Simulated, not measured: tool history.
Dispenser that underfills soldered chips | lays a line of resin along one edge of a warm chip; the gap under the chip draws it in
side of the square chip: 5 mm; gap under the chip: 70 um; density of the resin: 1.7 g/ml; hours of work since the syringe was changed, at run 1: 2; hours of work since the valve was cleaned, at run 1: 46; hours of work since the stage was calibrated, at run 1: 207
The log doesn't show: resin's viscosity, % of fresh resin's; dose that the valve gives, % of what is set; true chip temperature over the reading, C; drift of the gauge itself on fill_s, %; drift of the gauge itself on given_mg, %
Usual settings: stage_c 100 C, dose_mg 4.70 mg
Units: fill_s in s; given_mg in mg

| run | hour | stage_c | dose_mg | hours of work since the syringe was changed | hours of work since the valve was cleaned | hours of work since the stage was calibrated | fill_s | given_mg |
|---|---|---|---|---|---|---|---|---|
| 1 | 0.0 | 100 | 4.70 | 2 | 46 | 207 | 15.9 | 4.55 |
|  | 7.7 | new syringe of resin |
| 2 | 10.8 | 100 | 4.70 | 2 | 53 | 214 | 15.7 | 4.59 |
|  | 18.6 | new syringe of resin |
|  | 21.3 | dispensing valve cleaned and set on the balance |
| 3 | 21.9 | 100 | 4.70 | 2 | 0 | 221 | 15.9 | 4.67 |
|  | 30.5 | new syringe of resin |
| 4 | 33.5 | 100 | 4.70 | 2 | 8 | 228 | 16.6 | 4.66 |
|  | 41.6 | new syringe of resin |
| 5 | 46.2 | 100 | 4.70 | 3 | 16 | 237 | 16.8 | 4.67 |
|  | 52.2 | new syringe of resin |
| 6 | 52.2 | 100 | 4.70 | 0 | 20 | 241 | 14.7 | 4.66 |
| 7 | 60.1 | 100 | 4.84 | 5 | 26 | 246 | 18.6 | 4.80 |
|  | 63.1 | new syringe of resin |
| 8 | 68.4 | 100 | 6.00 | 4 | 31 | 251 | 17.3 | 5.87 |
|  | 74.4 | new syringe of resin |
| 9 | 81.6 | 100 | 4.70 | 5 | 40 | 260 | 18.4 | 4.61 |
|  | 85.0 | new syringe of resin |
| 10 | 92.6 | 100 | 4.11 | 5 | 47 | 267 | 19.1 | 3.95 |
|  | 95.9 | new syringe of resin |
|  | 106.5 | new syringe of resin |
| 11 | 106.5 | 99 | 4.70 | 0 | 56 | 276 | 15.7 | 4.57 |
|  | 112.2 | dispensing valve cleaned and set on the balance |
| 12 | 113.9 | 99 | 4.70 | 4 | 1 | 281 | 18.4 | 4.66 |
|  | 118.1 | new syringe of resin |
| 13 | 126.1 | 99 | 4.70 | 5 | 9 | 289 | 19.1 | 4.69 |
|  | 129.1 | new syringe of resin |
| 14 | 138.6 | 99 | 4.70 | 6 | 17 | 297 | 19.2 | 4.66 |
|  | 140.5 | new syringe of resin |
| 15 | 145.0 | 88 | 4.70 | 3 | 22 | 301 | 23.9 | 4.66 |
|  | 152.0 | new syringe of resin |
| 16 | 153.3 | 88 | 4.70 | 1 | 27 | 306 | 21.2 | 4.62 |
|  | 162.7 | new syringe of resin |
| 17 | 164.2 | 91 | 4.70 | 1 | 34 | 313 | 20.4 | 4.56 |
|  | 173.9 | new syringe of resin |
| 18 | 177.3 | 91 | 4.70 | 2 | 43 | 322 | 20.4 | 4.58 |
|  | 184.6 | new syringe of resin |
| 19 | 186.4 | 87 | 4.84 | 1 | 49 | 328 | 22.8 | 4.64 |
| 20 | 193.1 | 101 | 4.08 | 6 | 53 | 333 | 19.2 | 3.91 |
|  | 195.7 | new syringe of resin |
|  | 203.8 | dispensing valve cleaned and set on the balance |
| 21 | 205.1 | 111 | 4.61 | 6 | 1 | 340 | 14.2 | 4.59 |
|  | 208.1 | new syringe of resin |
| 22 | 217.7 | 111 | 5.98 | 6 | 9 | 348 | 14.3 | 5.87 |
|  | 219.1 | new syringe of resin |
| 23 | 226.3 | 87 | 4.82 | 5 | 15 | 354 | 25.3 | 4.78 |
|  | 230.5 | new syringe of resin |
| 24 | 235.9 | 87 | 4.82 | 4 | 21 | 360 | 23.7 | 4.72 |
|  | 242.0 | new syringe of resin |
| 25 | 248.8 | 109 | 4.70 | 5 | 30 | 368 | 14.2 | 4.61 |
|  | 253.4 | new syringe of resin |
| 26 | 260.6 | 109 | 4.70 | 5 | 37 | 376 | 14.1 | 4.55 |
|  | 264.6 | new syringe of resin |
| 27 | 269.7 | 109 | 4.70 | 3 | 43 | 382 | 13.6 | 4.53 |
|  | 275.2 | new syringe of resin |
| 28 | 283.3 | 109 | 4.70 | 5 | 52 | 391 | 14.5 | 4.48 |
|  | 286.4 | new syringe of resin |
| 29 | 289.3 | 90 | 6.10 | 2 | 56 | 395 | 21.0 | 5.89 |
|  | 295.0 | dispensing valve cleaned and set on the balance |
|  | 298.8 | new syringe of resin |
| 30 | 301.3 | 95 | 5.33 | 2 | 4 | 402 | 18.1 | 5.27 |
|  | 310.4 | new syringe of resin |
| 31 | 312.8 | 110 | 4.59 | 2 | 12 | 410 | 11.9 | 4.52 |
|  | 322.0 | new syringe of resin |
| 32 | 323.4 | 110 | 4.59 | 1 | 19 | 417 | 11.6 | 4.53 |
| 33 | 329.2 | 92 | 4.71 | 5 | 23 | 421 | 23.2 | 4.64 |
|  | 333.0 | new syringe of resin |
| 34 | 340.9 | 92 | 4.71 | 5 | 30 | 428 | 23.0 | 4.64 |

How the hidden state differs across the entries between the runs, from the last listed run before each to the first after it:
Between runs 1 and 2: new syringe of resin (hour 7.7)
  resin's viscosity, % of fresh resin's: 109.5 -> 107.4; dose that the valve gives, % of what is set: 97.07 -> 96.61; true chip temperature over the reading, C: 1.03 -> 1.06
  measured less the result without the state, fill_s: +1.1 -> +0.8 s; given_mg: -0.13 -> -0.16 mg
Between runs 2 and 3: new syringe of resin (hour 18.6); dispensing valve cleaned and set on the balance (hour 21.3)
  resin's viscosity, % of fresh resin's: 107.4 -> 106.3; dose that the valve gives, % of what is set: 96.61 -> 99.96; true chip temperature over the reading, C: 1.06 -> 1.08
  measured less the result without the state, fill_s: +0.8 -> +0.5 s; given_mg: -0.16 -> +0.00 mg
Between runs 3 and 4: new syringe of resin (hour 30.5)
  resin's viscosity, % of fresh resin's: 106.3 -> 108.9; dose that the valve gives, % of what is set: 99.96 -> 99.5; true chip temperature over the reading, C: 1.08 -> 1.11
  measured less the result without the state, fill_s: +0.5 -> +0.9 s; given_mg: +0.00 -> -0.02 mg
Between runs 4 and 5: new syringe of resin (hour 41.6)
  resin's viscosity, % of fresh resin's: 108.9 -> 112.7; dose that the valve gives, % of what is set: 99.5 -> 98.95; true chip temperature over the reading, C: 1.11 -> 1.13
  measured less the result without the state, fill_s: +0.9 -> +1.5 s; given_mg: -0.02 -> -0.05 mg
Between runs 5 and 6: new syringe of resin (hour 52.2)
  resin's viscosity, % of fresh resin's: 112.7 -> 100; dose that the valve gives, % of what is set: 98.95 -> 98.71; true chip temperature over the reading, C: 1.13 -> 1.15
  measured less the result without the state, fill_s: +1.5 -> -0.4 s; given_mg: -0.05 -> -0.06 mg
Between runs 7 and 8: new syringe of resin (hour 63.1)
  resin's viscosity, % of fresh resin's: 125 -> 118.7; dose that the valve gives, % of what is set: 98.35 -> 98; true chip temperature over the reading, C: 1.16 -> 1.18
  measured less the result without the state, fill_s: +3.2 -> +2.2 s; given_mg: -0.08 -> -0.12 mg
Between runs 8 and 9: new syringe of resin (hour 74.4)
  resin's viscosity, % of fresh resin's: 118.7 -> 122; dose that the valve gives, % of what is set: 98 -> 97.42; true chip temperature over the reading, C: 1.18 -> 1.21
  measured less the result without the state, fill_s: +2.2 -> +2.8 s; given_mg: -0.12 -> -0.12 mg
Between runs 9 and 10: new syringe of resin (hour 85.0)
  resin's viscosity, % of fresh resin's: 122 -> 125.4; dose that the valve gives, % of what is set: 97.42 -> 96.97; true chip temperature over the reading, C: 1.21 -> 1.23
  measured less the result without the state, fill_s: +2.8 -> +3.5 s; given_mg: -0.12 -> -0.12 mg
Between runs 10 and 11: new syringe of resin (hour 95.9); new syringe of resin (hour 106.5)
  resin's viscosity, % of fresh resin's: 125.4 -> 100.7; dose that the valve gives, % of what is set: 96.97 -> 96.39; true chip temperature over the reading, C: 1.23 -> 1.26
  measured less the result without the state, fill_s: +3.5 -> -0.4 s; given_mg: -0.12 -> -0.17 mg
Between runs 11 and 12: dispensing valve cleaned and set on the balance (hour 112.2)
  resin's viscosity, % of fresh resin's: 100.7 -> 120.8; dose that the valve gives, % of what is set: 96.39 -> 99.82; true chip temperature over the reading, C: 1.26 -> 1.28
  measured less the result without the state, fill_s: -0.4 -> +2.6 s; given_mg: -0.17 -> -0.01 mg
Between runs 12 and 13: new syringe of resin (hour 118.1)
  resin's viscosity, % of fresh resin's: 120.8 -> 123.8; dose that the valve gives, % of what is set: 99.82 -> 99.31; true chip temperature over the reading, C: 1.28 -> 1.3
  measured less the result without the state, fill_s: +2.6 -> +3.2 s; given_mg: -0.01 -> -0.03 mg
Between runs 13 and 14: new syringe of resin (hour 129.1)
  resin's viscosity, % of fresh resin's: 123.8 -> 129; dose that the valve gives, % of what is set: 99.31 -> 98.76; true chip temperature over the reading, C: 1.3 -> 1.33
  measured less the result without the state, fill_s: +3.2 -> +3.8 s; given_mg: -0.03 -> -0.06 mg
Between runs 14 and 15: new syringe of resin (hour 140.5)
  resin's viscosity, % of fresh resin's: 129 -> 114.9; dose that the valve gives, % of what is set: 98.76 -> 98.51; true chip temperature over the reading, C: 1.33 -> 1.34
  measured less the result without the state, fill_s: +3.8 -> +2.3 s; given_mg: -0.06 -> -0.07 mg
Between runs 15 and 16: new syringe of resin (hour 152.0)
  resin's viscosity, % of fresh resin's: 114.9 -> 103.2; dose that the valve gives, % of what is set: 98.51 -> 98.15; true chip temperature over the reading, C: 1.34 -> 1.36
  measured less the result without the state, fill_s: +2.3 -> -0.1 s; given_mg: -0.07 -> -0.09 mg
Between runs 16 and 17: new syringe of resin (hour 162.7)
  resin's viscosity, % of fresh resin's: 103.2 -> 105.1; dose that the valve gives, % of what is set: 98.15 -> 97.68; true chip temperature over the reading, C: 1.36 -> 1.38
  measured less the result without the state, fill_s: -0.1 -> +0.3 s; given_mg: -0.09 -> -0.10 mg
Between runs 17 and 18: new syringe of resin (hour 173.9)
  resin's viscosity, % of fresh resin's: 105.1 -> 108.8; dose that the valve gives, % of what is set: 97.68 -> 97.08; true chip temperature over the reading, C: 1.38 -> 1.41
  measured less the result without the state, fill_s: +0.3 -> +1.0 s; given_mg: -0.10 -> -0.14 mg
Between runs 18 and 19: new syringe of resin (hour 184.6)
  resin's viscosity, % of fresh resin's: 108.8 -> 105.8; dose that the valve gives, % of what is set: 97.08 -> 96.7; true chip temperature over the reading, C: 1.41 -> 1.43
  measured less the result without the state, fill_s: +1.0 -> +0.4 s; given_mg: -0.14 -> -0.16 mg
Between runs 20 and 21: new syringe of resin (hour 195.7); dispensing valve cleaned and set on the balance (hour 203.8)
  resin's viscosity, % of fresh resin's: 128 -> 125.5; dose that the valve gives, % of what is set: 96.4 -> 99.56; true chip temperature over the reading, C: 1.45 -> 1.47
  measured less the result without the state, fill_s: +3.8 -> +2.4 s; given_mg: -0.15 -> -0.02 mg
Between runs 21 and 22: new syringe of resin (hour 208.1)
  resin's viscosity, % of fresh resin's: 125.5 -> 132.8; dose that the valve gives, % of what is set: 99.56 -> 99.03; true chip temperature over the reading, C: 1.47 -> 1.5
  measured less the result without the state, fill_s: +2.4 -> +3.1 s; given_mg: -0.02 -> -0.06 mg
Between runs 22 and 23: new syringe of resin (hour 219.1)
  resin's viscosity, % of fresh resin's: 132.8 -> 121.4; dose that the valve gives, % of what is set: 99.03 -> 98.69; true chip temperature over the reading, C: 1.5 -> 1.52
  measured less the result without the state, fill_s: +3.1 -> +3.5 s; given_mg: -0.06 -> -0.07 mg
Between runs 23 and 24: new syringe of resin (hour 230.5)
  resin's viscosity, % of fresh resin's: 121.4 -> 116.3; dose that the valve gives, % of what is set: 98.69 -> 98.26; true chip temperature over the reading, C: 1.52 -> 1.54
  measured less the result without the state, fill_s: +3.5 -> +2.5 s; given_mg: -0.07 -> -0.09 mg
Between runs 24 and 25: new syringe of resin (hour 242.0)
  resin's viscosity, % of fresh resin's: 116.3 -> 123.4; dose that the valve gives, % of what is set: 98.26 -> 97.75; true chip temperature over the reading, C: 1.54 -> 1.57
  measured less the result without the state, fill_s: +2.5 -> +2.3 s; given_mg: -0.09 -> -0.11 mg
Between runs 25 and 26: new syringe of resin (hour 253.4)
  resin's viscosity, % of fresh resin's: 123.4 -> 120.9; dose that the valve gives, % of what is set: 97.75 -> 97.26; true chip temperature over the reading, C: 1.57 -> 1.59
  measured less the result without the state, fill_s: +2.3 -> +1.9 s; given_mg: -0.11 -> -0.13 mg
Between runs 26 and 27: new syringe of resin (hour 264.6)
  resin's viscosity, % of fresh resin's: 120.9 -> 116; dose that the valve gives, % of what is set: 97.26 -> 96.87; true chip temperature over the reading, C: 1.59 -> 1.61
  measured less the result without the state, fill_s: +1.9 -> +1.4 s; given_mg: -0.13 -> -0.14 mg
Between runs 27 and 28: new syringe of resin (hour 275.2)
  resin's viscosity, % of fresh resin's: 116 -> 125.3; dose that the valve gives, % of what is set: 96.87 -> 96.32; true chip temperature over the reading, C: 1.61 -> 1.64
  measured less the result without the state, fill_s: +1.4 -> +2.5 s; given_mg: -0.14 -> -0.18 mg
Between runs 28 and 29: new syringe of resin (hour 286.4)
  resin's viscosity, % of fresh resin's: 125.3 -> 109.8; dose that the valve gives, % of what is set: 96.32 -> 96.09; true chip temperature over the reading, C: 1.64 -> 1.66
  measured less the result without the state, fill_s: +2.5 -> +1.0 s; given_mg: -0.18 -> -0.24 mg
Between runs 29 and 30: dispensing valve cleaned and set on the balance (hour 295.0); new syringe of resin (hour 298.8)
  resin's viscosity, % of fresh resin's: 109.8 -> 107; dose that the valve gives, % of what is set: 96.09 -> 99.62; true chip temperature over the reading, C: 1.66 -> 1.68
  measured less the result without the state, fill_s: +1.0 -> +0.4 s; given_mg: -0.24 -> -0.02 mg
Between runs 30 and 31: new syringe of resin (hour 310.4)
  resin's viscosity, % of fresh resin's: 107 -> 107.2; dose that the valve gives, % of what is set: 99.62 -> 99.11; true chip temperature over the reading, C: 1.68 -> 1.71
  measured less the result without the state, fill_s: +0.4 -> +0.4 s; given_mg: -0.02 -> -0.05 mg
Between runs 31 and 32: new syringe of resin (hour 322.0)
  resin's viscosity, % of fresh resin's: 107.2 -> 103.5; dose that the valve gives, % of what is set: 99.11 -> 98.65; true chip temperature over the reading, C: 1.71 -> 1.73
  measured less the result without the state, fill_s: +0.4 -> +0.0 s; given_mg: -0.05 -> -0.06 mg
Between runs 33 and 34: new syringe of resin (hour 333.0)
  resin's viscosity, % of fresh resin's: 122.1 -> 123.3; dose that the valve gives, % of what is set: 98.41 -> 97.87; true chip temperature over the reading, C: 1.74 -> 1.77
  measured less the result without the state, fill_s: +3.2 -> +3.5 s; given_mg: -0.08 -> -0.10 mg
